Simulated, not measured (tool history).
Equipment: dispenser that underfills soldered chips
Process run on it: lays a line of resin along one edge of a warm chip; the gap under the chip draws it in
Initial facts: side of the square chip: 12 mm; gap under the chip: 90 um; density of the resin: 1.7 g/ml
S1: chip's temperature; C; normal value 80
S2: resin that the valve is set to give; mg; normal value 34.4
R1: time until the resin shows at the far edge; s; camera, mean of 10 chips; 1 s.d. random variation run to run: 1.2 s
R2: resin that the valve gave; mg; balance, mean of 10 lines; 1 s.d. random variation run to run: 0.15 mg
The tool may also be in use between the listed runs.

run	day	S1	S2	R1	R2
1	0	80	34.4	132.5	33.34
# day 0.171: new syringe of resin
2	0.179	80	34.4	116.9	33.58
3	0.396	92	34.4	89.8	33.47
# day 0.479: new syringe of resin
4	0.646	92	34.4	85.1	33.16
# day 0.788: new syringe of resin
5	0.804	92	34.4	69.2	33.2
# day 1.088: new syringe of resin
6	1.088	92	34.4	69.9	33.14
7	1.275	92	34.4	86.5	32.92
# day 1.392: new syringe of resin
8	1.467	92	29.7	79.6	28.36
9	1.621	76	34.4	183.2	32.77
# day 1.692: new syringe of resin
10	1.858	83	34.4	120.6	33.03
# day 2: new syringe of resin
11	2	83	34.4	100.7	32.95
12	2.162	83	34.4	124	32.64
# day 2.3: new syringe of resin
13	2.354	83	34.4	106.8	32.72
# day 2.612: new syringe of resin
14	2.642	80	29.7	123.5	27.99
15	2.888	80	34.4	158.8	32.25
# day 2.917: new syringe of resin
16	3.117	80	34.4	149.1	32.13
# day 3.225: new syringe of resin
17	3.308	80	34.4	125.7	32.25
# day 3.525: new syringe of resin
18	3.525	80	34.4	113.7	31.87
# day 3.721: dispensing valve cleaned and set on the balance
19	3.838	80	34.4	159.1	34.34
# day 3.871: new syringe of resin
20	4	86	38.6	100.6	38.59
21	4.133	66	34.4	286.7	34.42
# day 4.167: new syringe of resin
22	4.396	91	43.6	90.1	43.23
# day 4.475: new syringe of resin
23	4.617	82	42.4	121.9	42.23
# day 4.775: new syringe of resin
24	4.888	79	29.9	139.7	29.7
25	5.008	81	43.1	139	42.52
# day 5.1: new syringe of resin
26	5.233	69	34.6	211.7	33.95
# day 5.417: new syringe of resin
27	5.5	66	34.4	235.6	33.93
28	5.683	66	34.4	287.1	33.8
# day 5.717: new syringe of resin
29	5.846	92	34.4	78	33.62
# day 6.017: new syringe of resin
30	6.046	92	43.7	67.7	42.67
31	6.225	92	33.8	84.6	32.96
# day 6.312: new syringe of resin
32	6.383	92	33.8	72.5	32.46
# day 6.625: new syringe of resin
33	6.662	79	33.8	117.6	32.62
34	6.775	80	38.4	130.4	37.19
# day 6.929: new syringe of resin
35	7.021	80	42.3	122	40.73

3 ways to go on from here, each from the tool as it stands after run 35. What would each give?
# day 7.246: new syringe of resin
A	7.258	80	36.5	?	?
# day 7.246: new syringe of resin
B	7.258	94	32.3	?	?
# day 7.246: new syringe of resin
C	7.258	83	38.4	?	?

run	R1	R2
A	115.5	34.71
B	65.6	31.14
C	100.4	36.91
Without the tool's unlogged condition, the same runs would have read:
run	R1	R2
A	119.9	36.17
B	67.5	32.44
C	104.3	38.46

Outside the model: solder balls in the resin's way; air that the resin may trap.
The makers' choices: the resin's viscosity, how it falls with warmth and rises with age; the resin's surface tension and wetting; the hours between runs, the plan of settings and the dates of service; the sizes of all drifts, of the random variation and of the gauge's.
